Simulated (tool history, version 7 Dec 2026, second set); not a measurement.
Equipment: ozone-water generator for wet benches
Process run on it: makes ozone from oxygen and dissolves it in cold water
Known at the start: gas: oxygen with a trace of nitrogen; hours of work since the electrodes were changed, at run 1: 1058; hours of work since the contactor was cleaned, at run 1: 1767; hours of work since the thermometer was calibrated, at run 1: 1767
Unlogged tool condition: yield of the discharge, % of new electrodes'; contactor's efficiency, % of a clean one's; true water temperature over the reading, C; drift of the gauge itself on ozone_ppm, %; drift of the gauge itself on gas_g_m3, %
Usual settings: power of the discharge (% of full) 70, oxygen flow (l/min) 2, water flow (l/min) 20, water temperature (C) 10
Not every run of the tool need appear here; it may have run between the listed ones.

run	hour	power of the discharge (% of full)	oxygen flow (l/min)	water flow (l/min)	water temperature (C)	hours of work since the electrodes were changed	hours of work since the contactor was cleaned	hours of work since the thermometer was calibrated	dissolved ozone (ppm)	ozone in the gas ahead of the water (g/m3)
1	0	70	2	20	10	1058	1767	1767	11.2	170.1
2	203.9	70	2	20	10	1229	1938	1938	10.9	172
3	303.2	70	2	20	10	1312	2021	2021	10.9	170.5
4	435.4	70	2	20	10	1423	2132	2132	11.2	172.5
5	540.8	70	2	20	10	1511	2220	2220	11.1	168.7
6	655.5	70	2	20	10	1607	2316	2316	11.3	170.2
7	798.8	70	2	20	10	1727	2436	2436	11	170.8
8	996.4	70	2	20	10	1893	2602	2602	11	170.9
9	1093	70	2	20	10	1974	2683	2683	10.9	168.2
10	1232	70	2	20	10	2090	2799	2799	11	168.5
11	1410.1	70	2	20	10	2239	2948	2948	10.9	166.4
12	1590.2	70	2	20	10	2390	3099	3099	11	167.3
13	1748.4	70	2	20	9	2523	3232	3232	11	168.3
14	1848	70	2	20	10	2606	3315	3315	10.9	166.5
15	2001.3	70	2	20	10	2735	3443	3443	10.7	165.2
16	2206.2	70	2	20	10	2906	3615	3615	10.8	167
17	2350.6	41	2	20	9	3027	3736	3736	7.1	109.2
18	2518.5	41	2	22	9	3168	3877	3877	6.6	107.8
19	2672.5	41	2	32	9	3297	4006	4006	4.2	109.8
20	2788.1	41	2	32	9	3394	4102	4102	4.4	108.4
21	2959.7	41	2	32	8	3537	4246	4246	4.5	109.4
22	3123.3	41	2	32	8	3674	4383	4383	4.1	108.7
23	3254.3	41	2	32	8	3784	4493	4493	4.3	107.9
24	3351.9	41	2	32	8	3866	4575	4575	4.2	108.5
25	3460.8	94	1.24	20	10	3957	4666	4666	11.1	260.3
26	3594	94	1.24	26	10	4069	4777	4777	8.3	259.4
27	3688	94	2.41	29	12	4147	4856	4856	9.2	184.7
28	3807.8	75	2	13	7	4248	4956	4956	16.6	170.4
# hour 3877.6: water thermometer calibrated
29	3987.9	80	2	20	6	4398	5107	92	11.5	178.1
# hour 4017.9: contactor cleaned
30	4081.2	80	2	20	6	4473	53	167	12	179
31	4196	53	3.35	24	6	4569	149	263	8.3	99.8
32	4326.3	72	1.84	18	10	4678	258	372	11.3	170.7

Each row is a separate what-if for the run after 32, all from the same tool condition, not one after another. Results?
A	4466.5	56	2	25	9	4795	376	490	?	?
B	4466.5	53	1.84	16	5	4795	376	490	?	?
C	4466.5	50	2	15	6	4795	376	490	?	?
D	4466.5	72	3.03	15	10	4795	376	490	?	?

run	dissolved ozone (ppm)	ozone in the gas ahead of the water (g/m3)
A	6.9	135.4
B	10.8	135.8
C	10.9	124.3
D	15	131.7
Take away the tool's hidden state, keep each run's random variation, and the runs would have read:
run	dissolved ozone (ppm)	ozone in the gas ahead of the water (g/m3)
A	7.6	147.2
B	11.7	147
C	11.8	133.9
D	16.8	146.1

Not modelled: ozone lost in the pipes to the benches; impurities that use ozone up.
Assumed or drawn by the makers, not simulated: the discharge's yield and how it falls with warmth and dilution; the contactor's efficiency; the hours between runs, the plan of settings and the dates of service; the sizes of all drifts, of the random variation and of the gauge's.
